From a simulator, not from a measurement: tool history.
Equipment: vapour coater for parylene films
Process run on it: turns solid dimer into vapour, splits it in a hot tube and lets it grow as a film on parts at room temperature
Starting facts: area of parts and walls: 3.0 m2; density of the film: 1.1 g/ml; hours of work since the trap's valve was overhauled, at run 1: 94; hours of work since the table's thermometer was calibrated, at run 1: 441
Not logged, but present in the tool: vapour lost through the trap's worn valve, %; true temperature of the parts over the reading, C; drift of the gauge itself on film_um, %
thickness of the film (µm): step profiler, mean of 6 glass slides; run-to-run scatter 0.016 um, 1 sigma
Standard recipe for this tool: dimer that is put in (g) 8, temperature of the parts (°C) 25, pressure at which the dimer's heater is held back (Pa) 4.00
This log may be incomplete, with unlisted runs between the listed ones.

run     day  dimer that is put in (g)  temperature of the parts (°C)  pressure at which the dimer's heater is held back (Pa)  hours of work since the trap's valve was overhauled  hours of work since the table's thermometer was calibrated  thickness of the film (µm)
  1   0.000                         8                             25                                                    4.00                                                   94                                                         441                        1.91
  2   0.917                         8                             25                                                    4.00                                                  104                                                         451                        1.89
  3   1.558                         8                             25                                                    4.00                                                  110                                                         458                        1.87
  4   2.175                        12                             25                                                    4.00                                                  117                                                         464                        2.80
  5   2.946                         8                             25                                                    4.00                                                  126                                                         473                        1.89
  6   3.396                         8                             25                                                    4.00                                                  130                                                         478                        1.87
  7   4.300                         8                             25                                                    4.00                                                  140                                                         488                        1.85
  8   5.142                         8                             25                                                    4.00                                                  149                                                         497                        1.85
  9   5.771                         7                             25                                                    4.00                                                  156                                                         504                        1.57
 10   6.267                         8                             25                                                    4.00                                                  162                                                         509                        1.82
 11   7.279                         5                             25                                                    4.00                                                  173                                                         520                        1.15
 12   8.242                         5                             25                                                    4.00                                                  183                                                         530                        1.15
 13   8.933                         5                             25                                                    4.00                                                  191                                                         538                        1.12
 14   9.562                         8                             25                                                    4.00                                                  197                                                         545                        1.81
 15  10.121                         8                             25                                                    4.00                                                  204                                                         551                        1.78
 16  10.800                         8                             25                                                    4.00                                                  211                                                         558                        1.77
 17  11.712                         8                             25                                                    4.00                                                  221                                                         568                        1.79
 18  12.346                         8                             25                                                    4.00                                                  228                                                         575                        1.78
     12.567  -- trap's valve overhauled
 19  13.171                         8                             25                                                    4.00                                                    7                                                         582                        2.01
 20  14.075                         8                             25                                                    4.00                                                   16                                                         592                        1.99
 21  14.888                         8                             25                                                    4.00                                                   25                                                         601                        1.96
 22  15.558                         8                             25                                                    4.00                                                   33                                                         608                        1.96
     15.696  -- table's thermometer calibrated
 23  16.333                         8                             25                                                    4.00                                                   40                                                           7                        1.93
 24  16.842                         8                             25                                                    4.00                                                   46                                                          12                        1.94
 25  17.304                         3                             27                                                    4.00                                                   51                                                          17                        0.68
 26  18.183                         3                             27                                                    4.00                                                   61                                                          27                        0.69
 27  18.696                         3                             27                                                    4.00                                                   66                                                          33                        0.70
 28  19.571                         3                             18                                                    2.48                                                   76                                                          42                        0.87
 29  20.167                         3                             18                                                    2.48                                                   82                                                          49                        0.84
 30  20.742                         3                             18                                                    2.48                                                   88                                                          55                        0.85
     21.025  -- table's thermometer calibrated, once more
 31  21.521                         8                             34                                                    4.00                                                   96                                                           5                        1.48
 32  22.442                         8                             21                                                    3.89                                                  106                                                          15                        2.11
 33  23.225                         4                             18                                                    5.57                                                  115                                                          24                        1.05
 34  23.658                         6                             22                                                    2.63                                                  120                                                          29                        1.66
 35  24.671                         5                             28                                                   11.21                                                  131                                                          40                        0.82
 36  25.567                         8                             36                                                    4.81                                                  140                                                          49                        1.30
 37  26.150                         9                             18                                                    2.02                                                  147                                                          56                        2.49
 38  26.600                         5                             24                                                    2.60                                                  152                                                          61                        1.31
 39  27.221                         7                             25                                                    6.13                                                  158                                                          67                        1.44
 40  28.046                         4                             25                                                    6.13                                                  167                                                          76                        0.84
 41  28.929                         4                             25                                                    6.13                                                  177                                                          86                        0.80
 42  29.900                         4                             17                                                    3.03                                                  188                                                          97                        1.06
 43  30.492                         4                             17                                                    3.03                                                  194                                                         103                        1.09
 44  31.475                         4                             17                                                    3.03                                                  205                                                         114                        1.04
 45  32.121                         4                             17                                                    3.03                                                  212                                                         121                        1.08
 46  33.000                         4                             17                                                    3.03                                                  221                                                         130                        1.07

Each row is a separate what-if for the run after 46, all from the same tool condition, not one after another. Results?
     33.867  -- trap's valve overhauled
  A  34.133                         5                             37                                                   10.04                                                    3                                                         141                           ?
     33.867  -- trap's valve overhauled
  B  34.133                        11                             27                                                    3.11                                                    3                                                         141                           ?
     33.867  -- trap's valve overhauled
  C  34.133                         5                             25                                                    6.63                                                    3                                                         141                           ?
     33.867  -- trap's valve overhauled
  D  34.133                         4                             34                                                   11.52                                                    3                                                         141                           ?
     33.867  -- trap's valve overhauled
  E  34.133                        10                             23                                                    3.03                                                    3                                                         141                           ?

run  thickness of the film (µm)
  A                        0.71
  B                        2.75
  C                        1.08
  D                        0.59
  E                        2.78
With the hidden condition removed and each run's random variation left untouched, the same runs would have given:
run  thickness of the film (µm)
  A                        0.72
  B                        2.77
  C                        1.09
  D                        0.60
  E                        2.80
